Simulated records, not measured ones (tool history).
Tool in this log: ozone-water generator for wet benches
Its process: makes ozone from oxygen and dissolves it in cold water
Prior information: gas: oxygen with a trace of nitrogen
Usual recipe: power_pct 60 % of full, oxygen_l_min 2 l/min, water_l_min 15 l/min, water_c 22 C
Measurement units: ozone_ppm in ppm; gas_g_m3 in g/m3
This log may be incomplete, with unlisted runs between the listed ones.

run	hour	power_pct	oxygen_l_min	water_l_min	water_c	ozone_ppm	gas_g_m3
1	0	60	2	15	22	7.5	141.3
2	35.1	60	2	15	22	7.3	139.6
3	79.2	60	2	15	22	7.4	137.7
4	113.6	60	2	15	22	7	140.1
# hour 141.2: contactor cleaned
5	161.5	60	2	15	22	7.9	140.1
6	215.7	60	2	15	22	7.8	139.5
7	259.3	60	2	15	22	7.8	138.7
8	310.9	60	2	11	22	10.4	139
9	348	60	2	11	22	10.5	139.3
# hour 370.4: water thermometer calibrated
10	378.2	60	2	11	22	10.6	140
11	438.8	72	2	15	22	9.2	161.8
12	486.9	72	2	15	17	9.6	162.6
13	553.1	72	2	15	17	9.6	163.6
14	592.2	72	2	15	17	9.8	164.4
15	622.7	60	2	15	22	7.6	139.3
16	668.1	60	2	15	22	7.8	138.3
17	711.7	100	1.22	15	22	10.4	269.1
18	759	60	1.46	15	22	7.1	157.8
19	824.4	64	1.14	15	28	6.7	185.8
20	858	64	1.14	15	28	6.7	185.4
21	895.4	64	3.33	10	28	11.3	117.8
22	945.8	64	3.33	10	28	11.3	118.1
23	1011.4	60	1.55	15	15	7.5	152.9
24	1059.6	43	1.75	13	14	6.7	108.7
25	1116.6	70	1.74	11	29	10.7	168.3
26	1148.8	41	2.41	20	27	4.2	92.2
27	1192.8	41	2.41	20	27	4.1	90.8
28	1225.6	41	2.41	20	27	4.1	91.4
29	1280	41	2.41	20	27	4.1	90.5
30	1325.8	41	2.41	20	27	4.2	90.6
31	1355.4	41	2.41	20	27	4.1	90.5
32	1383.2	60	2	18	15	6.8	137.3

What if the next run were any one of these 4? Each begins from the tool's condition after run 32:
A	1442.1	64	3.28	14	22	?	?
B	1442.1	60	2.96	15	17	?	?
C	1442.1	58	1.41	15	22	?	?
D	1442.1	60	1.77	18	15	?	?

run	ozone_ppm	gas_g_m3
A	9.7	119.3
B	8.8	116.3
C	6.7	156.2
D	6.7	144.9
Without the tool's hidden state the same runs would have given:
run	ozone_ppm	gas_g_m3
A	10.2	123
B	9.3	119.7
C	7	160.5
D	7	149.1
